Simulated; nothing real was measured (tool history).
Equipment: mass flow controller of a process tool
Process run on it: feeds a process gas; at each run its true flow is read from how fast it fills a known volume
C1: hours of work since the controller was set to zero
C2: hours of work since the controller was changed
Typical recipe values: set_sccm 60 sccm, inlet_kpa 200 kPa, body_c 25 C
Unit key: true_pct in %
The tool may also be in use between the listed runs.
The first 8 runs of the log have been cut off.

run 9 day=33.775 | set_sccm=99 inlet_kpa=200 body_c=25 | C1=1789 C2=1789 | true_pct=98.96
run 10 day=40.979 | set_sccm=16 inlet_kpa=200 body_c=25 | C1=1924 C2=1924 | true_pct=97.01
run 11 day=44.929 | set_sccm=16 inlet_kpa=200 body_c=25 | C1=1999 C2=1999 | true_pct=96.72
run 12 day=50.258 | set_sccm=16 inlet_kpa=200 body_c=25 | C1=2099 C2=2099 | true_pct=96.65
run 13 day=57.258 | set_sccm=16 inlet_kpa=200 body_c=25 | C1=2231 C2=2231 | true_pct=96.4
run 14 day=62.075 | set_sccm=60 inlet_kpa=200 body_c=25 | C1=2321 C2=2321 | true_pct=97.21
run 15 day=68.346 | set_sccm=60 inlet_kpa=201 body_c=25 | C1=2439 C2=2439 | true_pct=97.22
-- day=72.183 gauge calibrated
run 16 day=73.062 | set_sccm=60 inlet_kpa=201 body_c=25 | C1=2528 C2=2528 | true_pct=99.02
run 17 day=79.65 | set_sccm=60 inlet_kpa=200 body_c=25 | C1=2652 C2=2652 | true_pct=98.84
run 18 day=82.971 | set_sccm=60 inlet_kpa=200 body_c=25 | C1=2714 C2=2714 | true_pct=98.67
run 19 day=90.062 | set_sccm=60 inlet_kpa=200 body_c=25 | C1=2848 C2=2848 | true_pct=98.52
run 20 day=96.521 | set_sccm=60 inlet_kpa=200 body_c=25 | C1=2969 C2=2969 | true_pct=98.43
run 21 day=99.492 | set_sccm=60 inlet_kpa=200 body_c=25 | C1=3025 C2=3025 | true_pct=98.19
run 22 day=105.112 | set_sccm=60 inlet_kpa=154 body_c=25 | C1=3131 C2=3131 | true_pct=98.01
run 23 day=109.625 | set_sccm=60 inlet_kpa=203 body_c=25 | C1=3216 C2=3216 | true_pct=98.01
run 24 day=114.446 | set_sccm=60 inlet_kpa=200 body_c=25 | C1=3306 C2=3306 | true_pct=97.83
run 25 day=120.483 | set_sccm=41 inlet_kpa=211 body_c=40 | C1=3420 C2=3420 | true_pct=96.4
run 26 day=124.188 | set_sccm=41 inlet_kpa=211 body_c=40 | C1=3490 C2=3490 | true_pct=96.28
run 27 day=130.775 | set_sccm=60 inlet_kpa=159 body_c=25 | C1=3614 C2=3614 | true_pct=97.37
run 28 day=137.029 | set_sccm=60 inlet_kpa=159 body_c=25 | C1=3731 C2=3731 | true_pct=97.13
run 29 day=142.175 | set_sccm=25 inlet_kpa=167 body_c=25 | C1=3828 C2=3828 | true_pct=96.13
run 30 day=146.125 | set_sccm=20 inlet_kpa=251 body_c=27 | C1=3903 C2=3903 | true_pct=96.2

Predict the results of run 31:
run 31 day=153.292 | set_sccm=40 inlet_kpa=251 body_c=24 | C1=4037 C2=4037 | true_pct=?

For run 31 the tool returned true_pct 96.43 %.
Had the tool carried no hidden state, the very same run would have given true_pct 98.65 %.

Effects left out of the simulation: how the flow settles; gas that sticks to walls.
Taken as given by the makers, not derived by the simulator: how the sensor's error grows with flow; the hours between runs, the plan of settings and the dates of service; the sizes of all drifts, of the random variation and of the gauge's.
